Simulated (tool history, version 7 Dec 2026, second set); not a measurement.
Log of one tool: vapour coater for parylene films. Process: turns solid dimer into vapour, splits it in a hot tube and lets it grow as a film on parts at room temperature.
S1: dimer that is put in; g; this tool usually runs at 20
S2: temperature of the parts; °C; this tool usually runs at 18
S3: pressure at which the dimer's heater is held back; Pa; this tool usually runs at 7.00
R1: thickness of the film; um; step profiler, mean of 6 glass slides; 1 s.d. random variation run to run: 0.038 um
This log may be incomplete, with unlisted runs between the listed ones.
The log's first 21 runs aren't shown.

run 22 day=40.496 | S1=20 S2=16 S3=7.00 | R1=4.31
run 23 day=43.012 | S1=11 S2=18 S3=7.35 | R1=2.16
-- day=44.975 trap's valve overhauled
-- day=45.017 table's thermometer calibrated
run 24 day=45.225 | S1=11 S2=18 S3=7.35 | R1=2.25
run 25 day=46.704 | S1=20 S2=18 S3=2.23 | R1=4.50
run 26 day=49.275 | S1=20 S2=18 S3=2.23 | R1=4.47
run 27 day=51.629 | S1=20 S2=18 S3=2.23 | R1=4.51
run 28 day=53.812 | S1=20 S2=18 S3=2.23 | R1=4.44
run 29 day=55.900 | S1=20 S2=10 S3=9.93 | R1=5.32
run 30 day=58.117 | S1=9 S2=10 S3=7.37 | R1=2.42
run 31 day=60.038 | S1=13 S2=24 S3=7.37 | R1=2.09
run 32 day=61.192 | S1=13 S2=24 S3=7.37 | R1=2.03
run 33 day=63.458 | S1=35 S2=15 S3=4.64 | R1=8.27
run 34 day=65.388 | S1=19 S2=15 S3=4.64 | R1=4.49
run 35 day=68.025 | S1=19 S2=15 S3=4.78 | R1=4.45
run 36 day=69.621 | S1=10 S2=25 S3=4.78 | R1=1.64
run 37 day=70.821 | S1=29 S2=27 S3=6.41 | R1=4.32
run 38 day=72.075 | S1=20 S2=15 S3=3.53 | R1=4.87
run 39 day=74.029 | S1=20 S2=15 S3=3.53 | R1=4.77

Here are 4 independent what-if runs from the current tool condition. What would each one return?
run A day=75.846 | S1=20 S2=19 S3=7.00 | R1=?
run B day=75.846 | S1=20 S2=15 S3=3.09 | R1=?
run C day=75.846 | S1=20 S2=17 S3=2.90 | R1=?
run D day=75.846 | S1=26 S2=15 S3=5.81 | R1=?

run=A R1=3.91
run=B R1=4.79
run=C R1=4.54
run=D R1=5.94
What these runs would have given with no unlogged condition in the tool:
run=A R1=3.92
run=B R1=4.81
run=C R1=4.56
run=D R1=5.96
